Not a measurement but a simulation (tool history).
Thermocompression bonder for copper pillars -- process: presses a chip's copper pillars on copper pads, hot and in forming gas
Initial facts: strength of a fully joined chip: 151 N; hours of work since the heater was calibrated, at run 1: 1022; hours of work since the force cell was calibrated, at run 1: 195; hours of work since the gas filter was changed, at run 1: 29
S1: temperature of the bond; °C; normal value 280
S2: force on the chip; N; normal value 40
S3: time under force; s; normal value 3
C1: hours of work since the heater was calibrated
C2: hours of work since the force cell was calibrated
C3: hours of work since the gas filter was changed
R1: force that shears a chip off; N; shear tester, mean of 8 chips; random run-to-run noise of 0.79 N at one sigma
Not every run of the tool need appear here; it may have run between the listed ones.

{"run": 1, "day": 0.0, "S1": 280, "S2": 40, "S3": 3, "C1": 1022, "C2": 195, "C3": 29, "R1": 67.3}
{"run": 2, "day": 0.204, "S1": 280, "S2": 40, "S3": 3, "C1": 1025, "C2": 197, "C3": 32, "R1": 69.8}
{"run": 3, "day": 0.525, "S1": 280, "S2": 40, "S3": 3, "C1": 1029, "C2": 202, "C3": 36, "R1": 67.4}
{"run": 4, "day": 0.8, "S1": 280, "S2": 40, "S3": 3, "C1": 1033, "C2": 205, "C3": 40, "R1": 68.1}
{"run": 5, "day": 1.138, "S1": 280, "S2": 40, "S3": 3, "C1": 1037, "C2": 210, "C3": 44, "R1": 68.4}
{"run": 6, "day": 1.438, "S1": 280, "S2": 40, "S3": 3, "C1": 1042, "C2": 214, "C3": 48, "R1": 67.7}
{"run": 7, "day": 1.658, "S1": 280, "S2": 40, "S3": 3, "C1": 1044, "C2": 217, "C3": 51, "R1": 68.3}
{"run": 8, "day": 2.058, "S1": 280, "S2": 40, "S3": 3, "C1": 1050, "C2": 222, "C3": 57, "R1": 67.8}
{"run": 9, "day": 2.396, "S1": 280, "S2": 40, "S3": 8, "C1": 1054, "C2": 227, "C3": 61, "R1": 94.3}
{"run": 10, "day": 2.658, "S1": 280, "S2": 40, "S3": 8, "C1": 1058, "C2": 230, "C3": 65, "R1": 93.2}
{"run": 11, "day": 2.829, "S1": 280, "S2": 40, "S3": 3, "C1": 1060, "C2": 233, "C3": 67, "R1": 68.9}
{"day": 2.938, "done": "heater calibrated with a thermocouple chip"}
{"run": 12, "day": 3.292, "S1": 280, "S2": 40, "S3": 3, "C1": 5, "C2": 238, "C3": 72, "R1": 70.9}
{"run": 13, "day": 3.567, "S1": 280, "S2": 40, "S3": 3, "C1": 8, "C2": 241, "C3": 76, "R1": 69.6}
{"run": 14, "day": 3.846, "S1": 280, "S2": 40, "S3": 3, "C1": 12, "C2": 245, "C3": 79, "R1": 71.9}
{"run": 15, "day": 4.142, "S1": 280, "S2": 47, "S3": 3, "C1": 16, "C2": 249, "C3": 83, "R1": 79.7}
{"run": 16, "day": 4.512, "S1": 280, "S2": 33, "S3": 3, "C1": 21, "C2": 254, "C3": 88, "R1": 59.7}
{"run": 17, "day": 4.912, "S1": 280, "S2": 33, "S3": 3, "C1": 26, "C2": 259, "C3": 94, "R1": 63.5}
{"day": 5.017, "done": "heater calibrated with a thermocouple chip, once more"}
{"run": 18, "day": 5.304, "S1": 280, "S2": 33, "S3": 3, "C1": 4, "C2": 264, "C3": 98, "R1": 51.8}
{"run": 19, "day": 5.708, "S1": 280, "S2": 33, "S3": 3, "C1": 9, "C2": 269, "C3": 103, "R1": 52.2}
{"run": 20, "day": 6.079, "S1": 295, "S2": 40, "S3": 3, "C1": 14, "C2": 274, "C3": 108, "R1": 73.2}
{"run": 21, "day": 6.408, "S1": 295, "S2": 40, "S3": 3, "C1": 19, "C2": 278, "C3": 113, "R1": 74.2}
{"run": 22, "day": 6.704, "S1": 280, "S2": 40, "S3": 8, "C1": 23, "C2": 282, "C3": 117, "R1": 86.4}
{"run": 23, "day": 7.104, "S1": 280, "S2": 40, "S3": 8, "C1": 28, "C2": 288, "C3": 122, "R1": 86.0}
{"run": 24, "day": 7.392, "S1": 280, "S2": 40, "S3": 8, "C1": 32, "C2": 292, "C3": 126, "R1": 86.1}
{"run": 25, "day": 7.633, "S1": 280, "S2": 27, "S3": 4, "C1": 35, "C2": 295, "C3": 129, "R1": 49.4}
{"run": 26, "day": 7.867, "S1": 275, "S2": 27, "S3": 3, "C1": 38, "C2": 298, "C3": 132, "R1": 40.6}
{"run": 27, "day": 8.192, "S1": 275, "S2": 27, "S3": 3, "C1": 43, "C2": 302, "C3": 137, "R1": 41.8}
{"run": 28, "day": 8.358, "S1": 275, "S2": 27, "S3": 3, "C1": 45, "C2": 305, "C3": 139, "R1": 42.0}
{"run": 29, "day": 8.704, "S1": 291, "S2": 30, "S3": 5, "C1": 50, "C2": 309, "C3": 144, "R1": 68.6}
{"run": 30, "day": 8.975, "S1": 291, "S2": 30, "S3": 5, "C1": 53, "C2": 313, "C3": 147, "R1": 67.9}

Run 31 is up next; what results do you expect?
{"run": 31, "day": 9.258, "S1": 276, "S2": 27, "S3": 2, "C1": 57, "C2": 317, "C3": 151, "R1": "?"}

R1: 34.3 N
With the hidden condition absent and the run-to-run variation left alone, this run would have shown R1 34.6 N.
